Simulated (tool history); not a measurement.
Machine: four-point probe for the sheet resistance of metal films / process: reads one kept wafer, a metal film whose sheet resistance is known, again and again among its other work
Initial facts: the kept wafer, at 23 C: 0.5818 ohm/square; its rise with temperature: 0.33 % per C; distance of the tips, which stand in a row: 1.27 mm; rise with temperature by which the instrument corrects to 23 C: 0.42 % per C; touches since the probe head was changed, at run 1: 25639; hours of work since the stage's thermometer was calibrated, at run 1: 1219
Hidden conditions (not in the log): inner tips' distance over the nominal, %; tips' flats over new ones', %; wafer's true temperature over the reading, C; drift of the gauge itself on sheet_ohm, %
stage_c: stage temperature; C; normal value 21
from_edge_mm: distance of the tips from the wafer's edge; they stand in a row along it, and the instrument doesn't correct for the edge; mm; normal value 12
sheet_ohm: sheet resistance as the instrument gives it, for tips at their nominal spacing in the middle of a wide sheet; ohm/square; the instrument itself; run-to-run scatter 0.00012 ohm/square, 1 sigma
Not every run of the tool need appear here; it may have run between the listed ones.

run,day,stage_c,from_edge_mm,touches since the probe head was changed,hours of work since the stage's thermometer was calibrated,sheet_ohm
1,0,21,12,25639,1219,0.585402
2,0.879,21,12,26075,1232,0.585246
3,1.825,21,12,26543,1246,0.585187
4,2.654,21,11,26954,1259,0.585899
5,3.404,21,11,27326,1270,0.585973
6,4.871,21,11,28052,1292,0.585853
7,5.592,21,44,28409,1303,0.581961
8,6.533,21,4,28876,1317,0.61138
9,7.446,21,11,29327,1331,0.586039
10,8.312,21,11,29756,1344,0.585956
11,9.125,21,11,30158,1356,0.585697
12,10.238,21,23,30710,1373,0.582481
13,10.871,21,23,31024,1383,0.582424
14,11.867,21,23,31517,1398,0.582478
15,12.883,21,23,32021,1413,0.582445
16,13.667,21,23,32409,1425,0.582688
17,14.892,21,64,33015,1443,0.581503
18,16.075,21,12,33601,1461,0.584793
19,17.021,21,12,34071,1475,0.584871
20,18.204,21,12,34656,1493,0.584822
21,19.288,21,12,35193,1509,0.585073
22,20.533,21,12,35810,1528,0.584754
23,21.642,21,12,36359,1545,0.584892
24,22.633,33,54,36850,1560,0.575781
25,23.833,33,11,37445,1578,0.579643
26,25.117,22,33,38081,1597,0.580917
27,26.308,24,15,38671,1615,0.581801
28,27.117,23,5,39071,1627,0.599576
29,28.162,35,14,39590,1643,0.576824
30,29.417,35,14,40211,1662,0.576996
31,30.008,25,58,40503,1671,0.579234
32,30.704,18,4,40848,1681,0.612511
33,31.617,33,4,41300,1695,0.604707
34,32.333,34,4,41655,1705,0.604311
35,33.162,34,4,42065,1718,0.604268
36,34.1,34,8,42530,1732,0.582364
37,34.85,32,17,42901,1743,0.577252

Run 38 has not been measured yet. What should we expect?
38,35.692,26,3,43319,1756,?

sheet_ohm: 0.62899 ohm/square
If the tool had no hidden condition, the same run with the same run-to-run variation would have returned sheet_ohm 0.631063 ohm/square.

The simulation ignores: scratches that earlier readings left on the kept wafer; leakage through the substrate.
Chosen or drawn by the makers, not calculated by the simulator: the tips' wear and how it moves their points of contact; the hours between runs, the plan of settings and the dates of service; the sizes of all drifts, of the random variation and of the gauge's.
